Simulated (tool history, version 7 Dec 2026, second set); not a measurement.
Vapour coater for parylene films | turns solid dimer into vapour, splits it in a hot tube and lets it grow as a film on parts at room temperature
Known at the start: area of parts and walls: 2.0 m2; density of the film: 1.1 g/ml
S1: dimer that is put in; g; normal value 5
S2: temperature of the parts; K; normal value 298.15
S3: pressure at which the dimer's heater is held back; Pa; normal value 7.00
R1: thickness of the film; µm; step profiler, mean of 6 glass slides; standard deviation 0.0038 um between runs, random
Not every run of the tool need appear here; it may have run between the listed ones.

| run | hour | S1 | S2 | S3 | R1 |
|---|---|---|---|---|---|
| 1 | 0.0 | 5 | 298.15 | 7.00 | 1.302 |
| 2 | 30.1 | 5 | 298.15 | 7.00 | 1.293 |
| 3 | 61.0 | 5 | 298.15 | 7.00 | 1.289 |
| 4 | 80.9 | 5 | 298.15 | 7.00 | 1.297 |
| 5 | 108.9 | 5 | 298.15 | 7.00 | 1.298 |
| 6 | 130.6 | 5 | 298.15 | 7.00 | 1.300 |
| 7 | 149.3 | 5 | 298.15 | 7.00 | 1.295 |
| 8 | 181.8 | 5 | 298.15 | 7.00 | 1.284 |
| 9 | 215.9 | 5 | 298.15 | 7.00 | 1.258 |
| 10 | 233.9 | 5 | 298.15 | 7.00 | 1.259 |
| 11 | 259.5 | 5 | 307.15 | 7.00 | 0.808 |
| 12 | 297.3 | 5 | 303.15 | 7.00 | 1.052 |
| 13 | 314.8 | 7 | 292.15 | 4.49 | 2.585 |
| 14 | 341.4 | 7 | 292.15 | 4.49 | 2.582 |
| 15 | 369.1 | 5 | 306.15 | 7.00 | 0.911 |
| 16 | 392.9 | 5 | 306.15 | 7.00 | 0.908 |
| 17 | 415.5 | 8 | 296.15 | 4.01 | 2.446 |
| 18 | 438.9 | 3 | 303.15 | 4.01 | 0.655 |
| 19 | 460.0 | 3 | 303.15 | 4.01 | 0.655 |
| 20 | 474.1 | 3 | 303.15 | 4.01 | 0.645 |
| 21 | 493.5 | 9 | 298.15 | 10.44 | 2.328 |
| 22 | 515.0 | 5 | 296.15 | 7.00 | 1.458 |
| 23 | 530.9 | 5 | 298.15 | 5.03 | 1.359 |

Put back what was entered between runs (2 entries, withheld): which listed runs does each sit between, and how does the hidden state differ from the listed run before to the listed run after?
Between runs 8 and 9: trap's valve overhauled (hour 215.9)
  vapour lost through the trap's worn valve, %: 4 -> 6.4; true temperature of the parts over the reading, C: -0.26 -> -0.27
  measured less the result without the state, R1: -0.037 -> -0.067 µm
Between runs 11 and 12: trap's valve overhauled, once more (hour 273.9)
  vapour lost through the trap's worn valve, %: 6.7 -> 0.2; true temperature of the parts over the reading, C: -0.29 -> -0.31
  measured less the result without the state, R1: -0.047 -> +0.013 µm
